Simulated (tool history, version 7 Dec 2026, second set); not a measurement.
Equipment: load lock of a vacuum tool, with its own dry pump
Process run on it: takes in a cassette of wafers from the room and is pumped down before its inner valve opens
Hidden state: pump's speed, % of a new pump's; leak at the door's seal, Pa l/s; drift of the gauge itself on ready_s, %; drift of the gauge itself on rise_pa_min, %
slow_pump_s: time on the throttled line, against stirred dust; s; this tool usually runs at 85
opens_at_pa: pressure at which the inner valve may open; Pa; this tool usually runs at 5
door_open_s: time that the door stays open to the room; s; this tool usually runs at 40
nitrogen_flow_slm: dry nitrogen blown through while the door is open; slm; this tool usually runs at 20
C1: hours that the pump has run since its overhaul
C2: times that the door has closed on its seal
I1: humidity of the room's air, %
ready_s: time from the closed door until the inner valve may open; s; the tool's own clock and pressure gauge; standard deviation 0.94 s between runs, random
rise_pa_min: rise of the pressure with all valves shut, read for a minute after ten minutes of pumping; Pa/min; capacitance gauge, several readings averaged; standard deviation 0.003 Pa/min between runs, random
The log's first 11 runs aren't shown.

run 12 hour=898.9 | slow_pump_s=102 opens_at_pa=5 door_open_s=40 nitrogen_flow_slm=20 | C1=5994 C2=5174 | I1=44.9 | ready_s=161.7 rise_pa_min=0.019
run 13 hour=1001.3 | slow_pump_s=102 opens_at_pa=5 door_open_s=40 nitrogen_flow_slm=20 | C1=6097 C2=5340 | I1=43.8 | ready_s=160 rise_pa_min=0.015
run 14 hour=1120.1 | slow_pump_s=102 opens_at_pa=5 door_open_s=40 nitrogen_flow_slm=20 | C1=6216 C2=5533 | I1=44.4 | ready_s=161.8 rise_pa_min=0.013
run 15 hour=1200.6 | slow_pump_s=85 opens_at_pa=5 door_open_s=40 nitrogen_flow_slm=20 | C1=6296 C2=5664 | I1=45.1 | ready_s=150.4 rise_pa_min=0.017
run 16 hour=1259.7 | slow_pump_s=85 opens_at_pa=5 door_open_s=40 nitrogen_flow_slm=20 | C1=6355 C2=5760 | I1=45.8 | ready_s=148.6 rise_pa_min=0.017
run 17 hour=1378.7 | slow_pump_s=85 opens_at_pa=8 door_open_s=40 nitrogen_flow_slm=20 | C1=6474 C2=5954 | I1=47.4 | ready_s=145.5 rise_pa_min=0.017
run 18 hour=1431.6 | slow_pump_s=45 opens_at_pa=5 door_open_s=58 nitrogen_flow_slm=20 | C1=6527 C2=6040 | I1=46.3 | ready_s=120 rise_pa_min=0.017
run 19 hour=1541.1 | slow_pump_s=81 opens_at_pa=5 door_open_s=98 nitrogen_flow_slm=20 | C1=6637 C2=6218 | I1=45.1 | ready_s=145.7 rise_pa_min=0.022
run 20 hour=1608.8 | slow_pump_s=85 opens_at_pa=5 door_open_s=147 nitrogen_flow_slm=20 | C1=6704 C2=6328 | I1=50.7 | ready_s=149.1 rise_pa_min=0.029
run 21 hour=1667.7 | slow_pump_s=58 opens_at_pa=9 door_open_s=43 nitrogen_flow_slm=40 | C1=6763 C2=6424 | I1=48.9 | ready_s=123.9 rise_pa_min=0.014
run 22 hour=1746.7 | slow_pump_s=58 opens_at_pa=9 door_open_s=43 nitrogen_flow_slm=40 | C1=6842 C2=6552 | I1=41.7 | ready_s=123.7 rise_pa_min=0.016
run 23 hour=1800.1 | slow_pump_s=85 opens_at_pa=5 door_open_s=40 nitrogen_flow_slm=16 | C1=6896 C2=6639 | I1=43 | ready_s=147.6 rise_pa_min=0.02
run 24 hour=1879 | slow_pump_s=58 opens_at_pa=5 door_open_s=40 nitrogen_flow_slm=4 | C1=6974 C2=6767 | I1=43.3 | ready_s=128.9 rise_pa_min=0.028
run 25 hour=1980.3 | slow_pump_s=58 opens_at_pa=5 door_open_s=40 nitrogen_flow_slm=4 | C1=7076 C2=6932 | I1=47.7 | ready_s=128.6 rise_pa_min=0.024
run 26 hour=2063 | slow_pump_s=58 opens_at_pa=5 door_open_s=40 nitrogen_flow_slm=4 | C1=7158 C2=7066 | I1=46.6 | ready_s=129 rise_pa_min=0.028
run 27 hour=2124.4 | slow_pump_s=45 opens_at_pa=9 door_open_s=106 nitrogen_flow_slm=16 | C1=7220 C2=7166 | I1=48.2 | ready_s=114.8 rise_pa_min=0.03
run 28 hour=2210.2 | slow_pump_s=85 opens_at_pa=9 door_open_s=40 nitrogen_flow_slm=20 | C1=7306 C2=7306 | I1=46.7 | ready_s=144.9 rise_pa_min=0.017
run 29 hour=2286.7 | slow_pump_s=154 opens_at_pa=5 door_open_s=40 nitrogen_flow_slm=20 | C1=7382 C2=7430 | I1=47.8 | ready_s=200.5 rise_pa_min=0.018
run 30 hour=2337.4 | slow_pump_s=131 opens_at_pa=5 door_open_s=40 nitrogen_flow_slm=29 | C1=7433 C2=7512 | I1=43.7 | ready_s=183.1 rise_pa_min=0.012
run 31 hour=2412.7 | slow_pump_s=43 opens_at_pa=5 door_open_s=40 nitrogen_flow_slm=11 | C1=7508 C2=7635 | I1=44.1 | ready_s=115.7 rise_pa_min=0.021
run 32 hour=2474.8 | slow_pump_s=43 opens_at_pa=5 door_open_s=102 nitrogen_flow_slm=44 | C1=7570 C2=7736 | I1=42.2 | ready_s=116.8 rise_pa_min=0.016

Forecast each of these 3 alternatives for the next run:
run A hour=2567.2 | slow_pump_s=43 opens_at_pa=5 door_open_s=28 nitrogen_flow_slm=6 | C1=7663 C2=7886 | I1=45.2 | ready_s=? rise_pa_min=?
run B hour=2567.2 | slow_pump_s=43 opens_at_pa=5 door_open_s=49 nitrogen_flow_slm=44 | C1=7663 C2=7886 | I1=49.8 | ready_s=? rise_pa_min=?
run C hour=2567.2 | slow_pump_s=85 opens_at_pa=7 door_open_s=40 nitrogen_flow_slm=23 | C1=7663 C2=7886 | I1=46 | ready_s=? rise_pa_min=?

run=A ready_s=116.8 rise_pa_min=0.028
run=B ready_s=116.9 rise_pa_min=0.018
run=C ready_s=147.5 rise_pa_min=0.016
With no hidden state in the tool, these same runs would have given:
run=A ready_s=116.7 rise_pa_min=0.027
run=B ready_s=116.9 rise_pa_min=0.018
run=C ready_s=147.5 rise_pa_min=0.016
